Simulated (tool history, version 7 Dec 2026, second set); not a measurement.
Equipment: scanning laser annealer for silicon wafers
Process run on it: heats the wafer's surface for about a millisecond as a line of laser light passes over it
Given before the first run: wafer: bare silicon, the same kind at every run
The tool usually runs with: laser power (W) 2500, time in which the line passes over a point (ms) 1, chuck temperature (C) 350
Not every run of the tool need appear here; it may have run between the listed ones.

run	hour	laser power (W)	time in which the line passes over a point (ms)	chuck temperature (C)	highest temperature of the surface (C)
1	0	2500	1	350	1088
2	16.4	2500	1	350	1093
3	48.2	2500	1	350	1087
4	66.7	2500	1	350	1087
5	93.9	2500	1	350	1085
6	127.5	2500	1	350	1081
7	156.3	2500	1	350	1083
8	186.1	2700	0.96	315	1102
9	211	2512	0.91	315	1016
10	236.5	2296	1.15	390	1092

3 options for the next run, each taken on its own from the tool as it stands now. Forecast them:
A	266	2296	0.85	369	?
B	266	2623	0.99	337	?
C	266	2241	0.87	382	?

run	highest temperature of the surface (C)
A	986
B	1103
C	984
The same runs, with their run-to-run variation unchanged, on a tool lacking any hidden condition would have given:
run	highest temperature of the surface (C)
A	1009
B	1132
C	1007
